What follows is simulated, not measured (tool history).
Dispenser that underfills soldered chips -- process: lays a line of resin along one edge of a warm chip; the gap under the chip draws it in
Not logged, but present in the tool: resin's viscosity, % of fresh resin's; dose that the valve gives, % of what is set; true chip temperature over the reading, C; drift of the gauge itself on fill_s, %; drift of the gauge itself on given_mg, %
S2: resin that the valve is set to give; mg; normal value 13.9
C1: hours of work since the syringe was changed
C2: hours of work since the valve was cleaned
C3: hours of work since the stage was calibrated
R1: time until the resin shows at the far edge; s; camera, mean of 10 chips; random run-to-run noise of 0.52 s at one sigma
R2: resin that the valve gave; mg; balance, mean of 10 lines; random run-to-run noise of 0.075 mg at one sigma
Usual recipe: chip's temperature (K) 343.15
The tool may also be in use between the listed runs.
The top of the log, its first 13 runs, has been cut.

{"run": 14, "hour": 125.3, "chip's temperature (K)": 338.15, "S2": 13.9, "C1": 7, "C2": 22, "C3": 207, "R1": 85.6, "R2": 13.72}
{"hour": 134.4, "done": "new syringe of resin"}
{"run": 15, "hour": 137.9, "chip's temperature (K)": 338.15, "S2": 13.9, "C1": 2, "C2": 30, "C3": 215, "R1": 61, "R2": 13.73}
{"run": 16, "hour": 145.8, "chip's temperature (K)": 338.15, "S2": 13.9, "C1": 7, "C2": 35, "C3": 220, "R1": 90.1, "R2": 13.68}
{"hour": 153.7, "done": "new syringe of resin"}
{"run": 17, "hour": 158.6, "chip's temperature (K)": 338.15, "S2": 13.9, "C1": 3, "C2": 43, "C3": 228, "R1": 66.6, "R2": 13.58}
{"run": 18, "hour": 164.4, "chip's temperature (K)": 338.15, "S2": 13.9, "C1": 7, "C2": 46, "C3": 231, "R1": 88.9, "R2": 13.59}
{"run": 19, "hour": 171.2, "chip's temperature (K)": 352.15, "S2": 15.2, "C1": 11, "C2": 51, "C3": 235, "R1": 64.9, "R2": 14.87}
{"hour": 173.2, "done": "new syringe of resin"}
{"run": 20, "hour": 183.1, "chip's temperature (K)": 338.15, "S2": 13.3, "C1": 6, "C2": 58, "C3": 243, "R1": 83.6, "R2": 12.91}
{"run": 21, "hour": 189.1, "chip's temperature (K)": 350.15, "S2": 18, "C1": 10, "C2": 62, "C3": 246, "R1": 60.3, "R2": 17.33}
{"hour": 192.5, "done": "new syringe of resin"}
{"run": 22, "hour": 198.1, "chip's temperature (K)": 331.15, "S2": 13.1, "C1": 4, "C2": 67, "C3": 252, "R1": 99.2, "R2": 12.75}
{"run": 23, "hour": 208.5, "chip's temperature (K)": 338.15, "S2": 12, "C1": 10, "C2": 74, "C3": 258, "R1": 115.8, "R2": 11.62}
{"hour": 211.4, "done": "new syringe of resin"}
{"run": 24, "hour": 218.5, "chip's temperature (K)": 338.15, "S2": 12, "C1": 4, "C2": 80, "C3": 265, "R1": 78.8, "R2": 11.46}
{"hour": 231.0, "done": "new syringe of resin"}
{"run": 25, "hour": 231.7, "chip's temperature (K)": 345.15, "S2": 12, "C1": 0, "C2": 88, "C3": 273, "R1": 40.9, "R2": 11.53}
{"run": 26, "hour": 243.6, "chip's temperature (K)": 337.15, "S2": 13.9, "C1": 8, "C2": 95, "C3": 280, "R1": 99.1, "R2": 13.26}
{"hour": 250.2, "done": "new syringe of resin"}
{"run": 27, "hour": 256.8, "chip's temperature (K)": 337.15, "S2": 13.9, "C1": 4, "C2": 103, "C3": 288, "R1": 76.5, "R2": 13.22}
{"run": 28, "hour": 266.2, "chip's temperature (K)": 344.15, "S2": 13.6, "C1": 10, "C2": 109, "C3": 294, "R1": 85, "R2": 12.89}
{"hour": 270.2, "done": "new syringe of resin"}
{"run": 29, "hour": 278.1, "chip's temperature (K)": 344.15, "S2": 13.6, "C1": 5, "C2": 117, "C3": 301, "R1": 57.5, "R2": 12.86}
{"run": 30, "hour": 288.6, "chip's temperature (K)": 348.15, "S2": 17.7, "C1": 12, "C2": 123, "C3": 308, "R1": 76.4, "R2": 16.76}
{"hour": 289.7, "done": "new syringe of resin"}
{"run": 31, "hour": 300.9, "chip's temperature (K)": 350.15, "S2": 13.5, "C1": 7, "C2": 131, "C3": 315, "R1": 50.5, "R2": 12.55}
{"run": 32, "hour": 306.4, "chip's temperature (K)": 348.15, "S2": 12.3, "C1": 10, "C2": 134, "C3": 319, "R1": 74.9, "R2": 11.65}
{"hour": 309.7, "done": "new syringe of resin"}
{"run": 33, "hour": 318.5, "chip's temperature (K)": 348.15, "S2": 12.3, "C1": 6, "C2": 142, "C3": 326, "R1": 51.7, "R2": 11.42}
{"hour": 324.1, "done": "dispensing valve cleaned and set on the balance"}
{"hour": 329.9, "done": "new syringe of resin"}
{"run": 34, "hour": 330.9, "chip's temperature (K)": 338.15, "S2": 15.3, "C1": 1, "C2": 4, "C3": 333, "R1": 52.5, "R2": 15.35}

4 options for the next run, each taken on its own from the tool as it stands now. Forecast them:
{"run": "A", "hour": 341.8, "chip's temperature (K)": 341.15, "S2": 17.4, "C1": 8, "C2": 11, "C3": 340, "R1": "?", "R2": "?"}
{"run": "B", "hour": 341.8, "chip's temperature (K)": 331.15, "S2": 13.8, "C1": 8, "C2": 11, "C3": 340, "R1": "?", "R2": "?"}
{"run": "C", "hour": 341.8, "chip's temperature (K)": 331.15, "S2": 12.2, "C1": 8, "C2": 11, "C3": 340, "R1": "?", "R2": "?"}
{"run": "D", "hour": 341.8, "chip's temperature (K)": 348.15, "S2": 15.3, "C1": 8, "C2": 11, "C3": 340, "R1": "?", "R2": "?"}

run=A R1=75.3 R2=17.31
run=B R1=126.8 R2=13.65
run=C R1=129.6 R2=12.15
run=D R1=53.9 R2=15.24
Take away the tool's hidden state, keep each run's random variation, and the runs would have read:
run=A R1=44.9 R2=17.45
run=B R1=75.9 R2=13.76
run=C R1=77.2 R2=12.25
run=D R1=32 R2=15.37

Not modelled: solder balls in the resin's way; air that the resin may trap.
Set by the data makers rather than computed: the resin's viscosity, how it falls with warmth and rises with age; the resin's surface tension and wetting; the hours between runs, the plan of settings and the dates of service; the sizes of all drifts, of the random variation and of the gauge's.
